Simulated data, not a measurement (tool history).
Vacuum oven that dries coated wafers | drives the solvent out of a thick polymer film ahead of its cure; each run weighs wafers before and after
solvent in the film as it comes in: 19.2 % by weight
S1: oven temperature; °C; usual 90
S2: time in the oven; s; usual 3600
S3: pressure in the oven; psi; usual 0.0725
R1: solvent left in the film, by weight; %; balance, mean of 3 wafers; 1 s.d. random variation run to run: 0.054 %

run   hour   S1    S2      S3    R1
  1    0.0   90  3600  0.0725  2.09
  2   22.0   90  3600  0.0725  2.01
  3   38.9   90  3600  0.0725  2.02
  4   58.0   90  3600  0.0725  2.00
  5   77.3   90  3600  0.0725  2.03
  6   92.2   90  3600  0.0725  1.99
  7  106.5   90  3600  0.0725  2.01
  8  118.5   90  3600  0.0542  1.84
  9  133.1   90  3600  0.0542  1.89
 10  146.2   90  3600  0.0542  1.86
 11  169.3   90  3600  0.0542  1.82
 12  190.6   90  3600  0.0542  1.83
 13  201.6   90  4140  0.0725  1.72
 14  213.2   90  4140  0.0725  1.84
 15  233.6   90  4140  0.0725  1.77
 16  245.9   90  4140  0.0725  1.77
 17  269.7   90  4140  0.0725  1.78
 18  293.7   90  4140  0.0725  1.79
 19  304.5   90  4140  0.0725  1.82
 20  321.8   90  4140  0.0725  1.80
 21  336.1   90  4140  0.0725  1.88
 22  356.8   90  3600  0.0725  2.09
 23  370.6  100  2640  0.0371  0.90
 24  394.4   85  3720  0.0487  2.67
     397.2  -- vacuum gauge cleaned of residue and calibrated
 25  413.1   85  3720  0.0487  2.72
     436.3  -- vacuum gauge cleaned of residue and calibrated, once more
 26  436.3   79  3600  0.0434  3.93
 27  456.2   79  3600  0.1829  6.27
 28  475.7   91  2100  0.1829  4.47
 29  486.0   84  2100  0.1445  6.34
 30  499.5   82  3660  0.1445  4.50
 31  512.7  104  5040  0.1532  1.29
 32  533.0  101  2460  0.0725  1.01
 33  552.7   90  2940  0.0725  2.33
 34  563.5   90  2940  0.0725  2.33
 35  580.1   90  3600  0.0596  1.62
 36  603.0   93  4920  0.0399  0.62
 37  624.5   93  2280  0.1884  3.76
 38  647.1   93  2280  0.1884  3.93
 39  671.6   95  4260  0.0725  1.01
 40  692.7   95  4260  0.0709  1.05
 41  711.6   86  3000  0.0725  3.15
 42  730.0   86  3000  0.0725  3.09
 43  746.5   88  2340  0.0393  3.24

Each row is a separate what-if for the run after 43, all from the same tool condition, not one after another. Results?
  A  760.2  88  3480  0.0393   ?
  B  760.2  76  3600  0.0725   ?
  C  760.2  85  3240  0.0393   ?
  D  760.2  89  3840  0.2210   ?

run    R1
  A  1.76
  B  5.36
  C  2.67
  D  3.72
Had the tool no hidden state, the same runs would have come out as:
run    R1
  A  2.01
  B  5.88
  C  3.04
  D  4.05
